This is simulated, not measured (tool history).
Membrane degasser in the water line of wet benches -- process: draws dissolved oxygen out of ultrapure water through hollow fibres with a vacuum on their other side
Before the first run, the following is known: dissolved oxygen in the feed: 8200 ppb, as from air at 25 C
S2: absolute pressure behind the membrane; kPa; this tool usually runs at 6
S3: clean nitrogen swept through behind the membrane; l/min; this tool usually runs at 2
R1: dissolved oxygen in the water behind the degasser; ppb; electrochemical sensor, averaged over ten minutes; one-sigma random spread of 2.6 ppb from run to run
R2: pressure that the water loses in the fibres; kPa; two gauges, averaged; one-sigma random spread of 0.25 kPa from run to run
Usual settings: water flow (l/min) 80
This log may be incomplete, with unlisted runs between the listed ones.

run 1 hour=0 | water_flow_(l/min)=80 S2=6 S3=2 | R1=272.6 R2=68.41
run 2 hour=141.7 | water_flow_(l/min)=80 S2=6 S3=2 | R1=273.3 R2=68.37
run 3 hour=312.7 | water_flow_(l/min)=80 S2=6 S3=2 | R1=269.2 R2=68.55
run 4 hour=444.4 | water_flow_(l/min)=80 S2=6 S3=2 | R1=274.4 R2=68.82
run 5 hour=668.1 | water_flow_(l/min)=80 S2=6 S3=2 | R1=272.4 R2=68.59
run 6 hour=895.4 | water_flow_(l/min)=80 S2=6 S3=2 | R1=273 R2=68.64
run 7 hour=991.4 | water_flow_(l/min)=80 S2=6 S3=2 | R1=279.5 R2=69.47
run 8 hour=1188.9 | water_flow_(l/min)=80 S2=6 S3=2 | R1=281.2 R2=69.04
run 9 hour=1301.7 | water_flow_(l/min)=80 S2=6 S3=2 | R1=279.1 R2=69.24
-- hour=1323.3 vacuum gauge calibrated
run 10 hour=1485.8 | water_flow_(l/min)=80 S2=6 S3=2 | R1=293.4 R2=68.77
run 11 hour=1666.4 | water_flow_(l/min)=80 S2=4.03 S3=2 | R1=141.1 R2=69.11
run 12 hour=1791.6 | water_flow_(l/min)=64 S2=6 S3=2 | R1=234.9 R2=55.7
run 13 hour=1900.7 | water_flow_(l/min)=80 S2=6 S3=2 | R1=300.2 R2=69.33
run 14 hour=2016.1 | water_flow_(l/min)=102 S2=6 S3=2 | R1=380.3 R2=88.44
-- hour=2137.2 vacuum gauge calibrated, once more
run 15 hour=2244.9 | water_flow_(l/min)=112 S2=6 S3=2 | R1=379.1 R2=97.7
run 16 hour=2375.8 | water_flow_(l/min)=112 S2=6 S3=2 | R1=383 R2=97.27
run 17 hour=2597.7 | water_flow_(l/min)=112 S2=6 S3=2 | R1=380.3 R2=97.64
run 18 hour=2821.3 | water_flow_(l/min)=123 S2=13.29 S3=2 | R1=1136.8 R2=107.74
run 19 hour=2969.1 | water_flow_(l/min)=123 S2=13.29 S3=2 | R1=1129.6 R2=107.66
run 20 hour=3168.4 | water_flow_(l/min)=56 S2=4.18 S3=4.43 | R1=46.6 R2=49.06
run 21 hour=3274.6 | water_flow_(l/min)=96 S2=9.15 S3=3.11 | R1=443.7 R2=83.34

What does the tool deliver on the next run?
run 22 hour=3373 | water_flow_(l/min)=96 S2=5.69 S3=0.81 | R1=? R2=?

{"run 22": {"R1": 492, "R2": 84.83}}
Had the tool carried no hidden state, the very same run would have given R1 468.7 ppb, R2 82.09 kPa.
